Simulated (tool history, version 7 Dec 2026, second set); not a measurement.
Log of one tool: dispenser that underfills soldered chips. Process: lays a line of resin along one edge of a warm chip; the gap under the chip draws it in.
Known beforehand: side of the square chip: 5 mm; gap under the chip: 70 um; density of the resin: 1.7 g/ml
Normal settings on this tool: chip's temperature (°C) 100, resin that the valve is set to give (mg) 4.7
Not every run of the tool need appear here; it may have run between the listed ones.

| run | day | chip's temperature (°C) | resin that the valve is set to give (mg) | time until the resin shows at the far edge (s) | resin that the valve gave (mg) |
|---|---|---|---|---|---|
| 1 | 0 | 100 | 4.7 | 32 | 4.69 |
|  | 0.462 | new syringe of resin |
| 2 | 0.496 | 110 | 4.7 | 21.9 | 4.65 |
|  | 0.942 | new syringe of resin |
| 3 | 0.942 | 110 | 4.7 | 22.3 | 4.65 |
| 4 | 1.271 | 103 | 4.7 | 38.7 | 4.64 |
|  | 1.412 | new syringe of resin |
| 5 | 1.542 | 103 | 4.7 | 31.5 | 4.63 |
| 6 | 1.854 | 103 | 4.7 | 42.9 | 4.6 |
|  | 1.892 | new syringe of resin |
| 7 | 2.158 | 103 | 4.7 | 36 | 4.63 |
|  | 2.379 | new syringe of resin |
| 8 | 2.612 | 103 | 4.7 | 35.4 | 4.6 |
|  | 2.846 | new syringe of resin |
| 9 | 3.121 | 103 | 4.7 | 37.7 | 4.61 |
|  | 3.317 | new syringe of resin |
| 10 | 3.529 | 89 | 4.7 | 58.6 | 4.59 |
|  | 3.746 | dispensing valve cleaned and set on the balance |
|  | 3.833 | new syringe of resin |
| 11 | 4.042 | 111 | 5.29 | 25.5 | 5.24 |
|  | 4.292 | new syringe of resin |
| 12 | 4.471 | 111 | 5.29 | 24.2 | 5.24 |
| 13 | 4.704 | 111 | 5.29 | 31 | 5.23 |
|  | 4.754 | new syringe of resin |
| 14 | 5.1 | 95 | 5.54 | 51.4 | 5.47 |
|  | 5.212 | new syringe of resin |
| 15 | 5.467 | 111 | 4.59 | 26.3 | 4.52 |
|  | 5.696 | new syringe of resin |
| 16 | 5.8 | 85 | 5.35 | 62 | 5.25 |
| 17 | 6.042 | 105 | 5.45 | 36.7 | 5.36 |
|  | 6.158 | new syringe of resin |
| 18 | 6.275 | 98 | 5.45 | 37.1 | 5.35 |
| 19 | 6.596 | 94 | 4.7 | 58.6 | 4.61 |
|  | 6.654 | new syringe of resin |
| 20 | 7.017 | 109 | 5.41 | 31.6 | 5.29 |

Alternative continuations, all from the tool just after run 20; predict every row:
|  | 7.129 | new syringe of resin |
| A | 7.308 | 99 | 4.58 | ? | ? |
|  | 7.129 | new syringe of resin |
| B | 7.308 | 97 | 5.52 | ? | ? |
|  | 7.129 | new syringe of resin |
| C | 7.308 | 110 | 4.5 | ? | ? |

| run | time until the resin shows at the far edge (s) | resin that the valve gave (mg) |
|---|---|---|
| A | 38.1 | 4.45 |
| B | 40.1 | 5.4 |
| C | 25.4 | 4.4 |
Without the tool's hidden state the same runs would have given:
| run | time until the resin shows at the far edge (s) | resin that the valve gave (mg) |
|---|---|---|
| A | 33.4 | 4.56 |
| B | 35.2 | 5.53 |
| C | 22.2 | 4.5 |
